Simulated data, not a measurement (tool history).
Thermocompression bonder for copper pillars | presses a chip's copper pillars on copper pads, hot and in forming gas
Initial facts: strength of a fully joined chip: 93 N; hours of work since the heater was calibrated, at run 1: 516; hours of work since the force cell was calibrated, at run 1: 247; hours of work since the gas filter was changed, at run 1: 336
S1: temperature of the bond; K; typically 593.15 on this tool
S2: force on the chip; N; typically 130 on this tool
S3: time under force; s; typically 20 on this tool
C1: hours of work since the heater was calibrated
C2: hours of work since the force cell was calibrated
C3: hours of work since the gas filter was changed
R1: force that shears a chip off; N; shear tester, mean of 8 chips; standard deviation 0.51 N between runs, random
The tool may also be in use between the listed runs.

run,hour,S1,S2,S3,C1,C2,C3,R1
1,0,593.15,130,20,516,247,336,38.1
2,19.3,593.15,130,20,530,261,350,38.3
3,41.6,593.15,162,20,546,277,366,44.9
4,51.3,593.15,162,20,553,284,373,45.7
5,61.3,593.15,162,20,560,292,381,44.9
6,73.4,593.15,162,20,569,300,389,44.9

What does the tool deliver on the next run?
7,87.2,593.15,130,12,579,310,399,?

R1: 31.9 N
If the tool had no hidden condition, the same run with the same run-to-run variation would have returned R1 32.3 N.
